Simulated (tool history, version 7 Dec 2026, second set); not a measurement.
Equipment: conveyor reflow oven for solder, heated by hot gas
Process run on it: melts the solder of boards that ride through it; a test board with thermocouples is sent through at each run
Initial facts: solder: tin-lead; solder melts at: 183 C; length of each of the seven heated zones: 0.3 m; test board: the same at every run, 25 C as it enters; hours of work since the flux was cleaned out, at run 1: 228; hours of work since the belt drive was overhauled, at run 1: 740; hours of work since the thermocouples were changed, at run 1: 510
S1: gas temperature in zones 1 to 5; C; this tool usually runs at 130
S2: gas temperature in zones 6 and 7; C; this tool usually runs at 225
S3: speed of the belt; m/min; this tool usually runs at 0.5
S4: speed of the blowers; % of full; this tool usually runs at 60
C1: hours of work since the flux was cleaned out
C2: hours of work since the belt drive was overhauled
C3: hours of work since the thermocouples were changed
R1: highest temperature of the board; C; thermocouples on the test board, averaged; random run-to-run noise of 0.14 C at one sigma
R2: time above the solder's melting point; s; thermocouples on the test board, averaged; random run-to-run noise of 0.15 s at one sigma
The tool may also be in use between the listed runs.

Run 1, hour 0: usual settings; C1 228; C2 740; C3 510. Result: R1 206.1 C, R2 42.3 s.
Run 2, hour 16.4: usual settings; C1 240; C2 753; C3 523. Result: R1 206.3 C, R2 42.3 s.
Run 3, hour 41.7: usual settings but S3 0.425 m/min; C1 259; C2 772; C3 542. Result: R1 211.5 C, R2 57.2 s.
Run 4, hour 68.5: usual settings but S3 0.425 m/min; C1 280; C2 792; C3 562. Result: R1 211.4 C, R2 57.3 s.
Run 5, hour 102.9: usual settings but S3 0.425 m/min; C1 306; C2 818; C3 588. Result: R1 211.1 C, R2 56.9 s.
Run 6, hour 122.3: usual settings but S3 0.425 m/min; C1 321; C2 833; C3 603. Result: R1 211.1 C, R2 56.9 s.
At hour 139.9: belt drive overhauled, speed set with a stopwatch.
Run 7, hour 142.8: usual settings but S3 0.425 m/min; C1 333; C2 2; C3 616. Result: R1 210.4 C, R2 54.8 s.
At hour 152.1: flux residue cleaned out of gas plates and filters.
Run 8, hour 172.6: usual settings but S1 132 C, S3 0.425 m/min; C1 16; C2 21; C3 635. Result: R1 212.4 C, R2 57.8 s.
Run 9, hour 190.1: usual settings but S1 132 C, S3 0.425 m/min; C1 29; C2 34; C3 648. Result: R1 212.4 C, R2 57.7 s.
Run 10, hour 224.4: usual settings but S1 132 C, S3 0.425 m/min; C1 55; C2 60; C3 674. Result: R1 212.2 C, R2 57.7 s.
Run 11, hour 254.7: usual settings but S1 132 C, S3 0.425 m/min; C1 78; C2 83; C3 697. Result: R1 212.3 C, R2 57.6 s.
Run 12, hour 277.5: usual settings but S3 0.506 m/min; C1 95; C2 101; C3 714. Result: R1 206.2 C, R2 40.7 s.
Run 13, hour 304.2: usual settings but S3 0.506 m/min; C1 116; C2 121; C3 735. Result: R1 206.1 C, R2 40.4 s.
Run 14, hour 332.1: usual settings; C1 137; C2 142; C3 756. Result: R1 206.6 C, R2 41.7 s.
Run 15, hour 356.7: usual settings but S1 128 C; C1 156; C2 161; C3 775. Result: R1 206.1 C, R2 40.4 s.
Run 16, hour 387.6: usual settings but S1 121 C, S2 230 C; C1 179; C2 185; C3 798. Result: R1 208.6 C, R2 41.3 s.
Run 17, hour 411.8: usual settings but S2 219 C, S4 55 % of full; C1 197; C2 203; C3 817. Result: R1 200.1 C, R2 34.3 s.
Run 18, hour 445.3: usual settings but S4 73 % of full; C1 223; C2 228; C3 842. Result: R1 208.4 C, R2 43.9 s.
Run 19, hour 466.7: usual settings but S1 137 C, S2 239 C, S3 0.532 m/min, S4 64 % of full; C1 239; C2 245; C3 858. Result: R1 217.9 C, R2 50.3 s.
Run 20, hour 498.6: usual settings but S1 137 C, S2 239 C, S3 0.532 m/min, S4 64 % of full; C1 263; C2 269; C3 882. Result: R1 217.8 C, R2 50.2 s.
Run 21, hour 529.7: usual settings but S3 0.598 m/min, S4 65 % of full; C1 287; C2 293; C3 906. Result: R1 199.8 C, R2 27.3 s.
Run 22, hour 564: usual settings but S3 0.598 m/min, S4 65 % of full; C1 313; C2 319; C3 932. Result: R1 199.8 C, R2 26.8 s.
At hour 598.9: flux residue cleaned out of gas plates and filters.
Run 23, hour 600.5: usual settings but S3 0.598 m/min, S4 65 % of full; C1 1; C2 343; C3 956. Result: R1 202.3 C, R2 30.1 s.
Run 24, hour 618.6: usual settings but S2 220 C, S3 0.421 m/min, S4 65 % of full; C1 15; C2 356; C3 970. Result: R1 209.3 C, R2 55.7 s.
Run 25, hour 638.4: usual settings but S2 220 C, S3 0.421 m/min, S4 65 % of full; C1 30; C2 371; C3 985. Result: R1 209.4 C, R2 55.5 s.
Run 26, hour 661.6: usual settings but S1 123 C, S2 222 C, S3 0.421 m/min, S4 65 % of full; C1 48; C2 389; C3 1003. Result: R1 210.2 C, R2 54.1 s.
Run 27, hour 677.3: usual settings but S1 135 C; C1 60; C2 401; C3 1015. Result: R1 208.6 C, R2 45.9 s.
Run 28, hour 700.4: usual settings but S1 135 C, S2 215 C, S3 0.471 m/min; C1 77; C2 418; C3 1032. Result: R1 201.9 C, R2 41.8 s.
Run 29, hour 737: usual settings but S1 139 C, S2 215 C, S3 0.437 m/min, S4 55 % of full; C1 105; C2 446; C3 1060. Result: R1 203.7 C, R2 49.4 s.
At hour 761.1: thermocouples of zones 6 and 7 changed.
Run 30, hour 761.1: usual settings but S2 227 C; C1 122; C2 463; C3 0. Result: R1 207.8 C, R2 43.5 s.

Below, some changes in R1 between adjacent runs. For each, the amount present without the hidden state too (settings, incoming material, random variation) and the amount remaining for the hidden state with gauge scatter not shared by both compared results:
Hidden conditions of the tool in this case: heat that the gas passes to the board, % of a clean oven's; belt's true speed, % of the reading; true gas temperature in zones 6 and 7 over the reading, C; drift of the gauge itself on peak_c, C; drift of the gauge itself on liquid_s, %.
Run 7 -> 8: S1 130 -> 132, flux residue cleaned out of gas plates and filters. R1 +2 C: hidden state +1.5, all else +0.5.
Run 16 -> 17: S1 121 -> 130, S2 230 -> 219, S4 60 -> 55. R1 -8.5 C: hidden state +0.2, all else -8.7.
Run 18 -> 19: S1 130 -> 137, S2 225 -> 239, S3 0.5 -> 0.532, S4 73 -> 64. R1 +9.5 C: hidden state -0.2, all else +9.7.
Run 20 -> 21: S1 137 -> 130, S2 239 -> 225, S3 0.532 -> 0.598, S4 64 -> 65. R1 -18 C: hidden state -0.3, all else -17.7.
Run 22 -> 23: flux residue cleaned out of gas plates and filters. R1 +2.5 C: hidden state +2.4, all else +0.1.
Run 29 -> 30: S1 139 -> 130, S2 215 -> 227, S3 0.437 -> 0.5, S4 55 -> 60, thermocouples of zones 6 and 7 changed. R1 +4.1 C: hidden state -1.5, all else +5.6.

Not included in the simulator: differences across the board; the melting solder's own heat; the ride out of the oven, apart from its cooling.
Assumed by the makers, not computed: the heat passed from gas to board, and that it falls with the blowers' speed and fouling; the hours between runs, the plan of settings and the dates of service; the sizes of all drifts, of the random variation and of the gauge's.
